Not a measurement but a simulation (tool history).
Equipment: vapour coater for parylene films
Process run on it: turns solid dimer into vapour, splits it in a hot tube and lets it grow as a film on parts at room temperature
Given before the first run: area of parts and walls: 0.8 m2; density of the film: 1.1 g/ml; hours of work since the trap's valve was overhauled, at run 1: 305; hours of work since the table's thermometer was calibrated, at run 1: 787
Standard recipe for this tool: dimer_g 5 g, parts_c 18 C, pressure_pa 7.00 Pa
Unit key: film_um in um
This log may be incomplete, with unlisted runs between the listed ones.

run,hour,dimer_g,parts_c,pressure_pa,hours of work since the trap's valve was overhauled,hours of work since the table's thermometer was calibrated,film_um
1,0.0,5,18,7.00,305,787,3.09
2,17.4,5,18,7.00,318,800,3.05
3,40.2,5,16,7.00,334,816,3.22
4,58.8,5,18,7.00,348,830,3.01
# hour 64.3: trap's valve overhauled
5,96.6,5,18,7.00,24,855,3.39
6,126.6,5,18,6.15,46,877,3.41
7,143.0,5,18,6.15,58,889,3.39
8,166.6,5,18,6.15,75,906,3.39
9,198.5,5,18,6.15,98,929,3.33
# hour 210.2: table's thermometer calibrated
10,229.3,5,18,3.55,120,14,3.38
11,248.8,2,20,3.51,134,28,1.35
12,263.6,2,20,3.51,145,39,1.26
13,291.8,2,20,3.51,166,60,1.28

Forecast run 14:
14,308.7,8,20,2.99,178,72,?

film_um: 5.12 um
The same run, on a tool lacking any hidden state, would have yielded film_um 5.47 um.
